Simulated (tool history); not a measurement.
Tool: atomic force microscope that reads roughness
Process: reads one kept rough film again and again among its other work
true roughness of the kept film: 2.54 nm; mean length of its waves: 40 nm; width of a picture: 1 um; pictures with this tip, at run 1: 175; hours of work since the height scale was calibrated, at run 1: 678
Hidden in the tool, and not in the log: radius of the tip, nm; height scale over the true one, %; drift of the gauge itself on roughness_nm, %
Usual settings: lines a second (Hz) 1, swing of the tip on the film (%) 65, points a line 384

run,hour,lines a second (Hz),swing of the tip on the film (%),points a line,pictures with this tip,hours of work since the height scale was calibrated,roughness of the kept film (nm (root mean square))
1,0,1,65,384,175,678,1.882
# hour 5.7: new tip fitted
2,63.4,1,65,782,95,714,2.086
# hour 115.6: new tip fitted
3,115.6,1,65,384,0,744,2.335
4,164.2,1,65,384,80,772,2.13
# hour 231.1: new tip fitted
5,238.2,1,65,384,12,815,2.312
6,284.1,1,65,384,88,841,2.099
7,320.7,1,65,384,149,863,1.958
# hour 339.6: new tip fitted
8,375.8,1,65,384,60,894,2.179
9,442.4,1,65,384,170,933,1.901
# hour 450.7: new tip fitted
# hour 451.7: height scale calibrated on a step standard
10,520.7,1,65,474,114,40,2.018
# hour 565.3: new tip fitted
11,568.3,1,65,474,5,67,2.346
12,639.4,1,65,474,123,108,2.012
# hour 644.1: height scale calibrated on a step standard, once more
# hour 677.9: new tip fitted
13,677.9,0.87,68,585,0,19,2.307
14,713.5,0.56,67,927,59,40,2.185
15,766,1.31,67,927,146,70,1.917
# hour 788.7: new tip fitted
16,802.8,1.54,65,384,23,91,2.214
17,886.5,1.54,63,813,162,140,1.9
# hour 901: new tip fitted
18,955.9,0.73,65,384,91,180,2.092
19,1004.7,1,86,356,171,208,1.798

Some steps in roughness of the kept film (nm (root mean square)) between neighbouring runs. How much of each would the tool show without its hidden state too (settings, what came in, random variation), and how much is left for the hidden state, with any gauge scatter that isn't in both results?
Run 11 -> 12: no setting changed, nothing entered. roughness of the kept film (nm (root mean square)) -0.334: hidden state -0.325, all else -0.009.

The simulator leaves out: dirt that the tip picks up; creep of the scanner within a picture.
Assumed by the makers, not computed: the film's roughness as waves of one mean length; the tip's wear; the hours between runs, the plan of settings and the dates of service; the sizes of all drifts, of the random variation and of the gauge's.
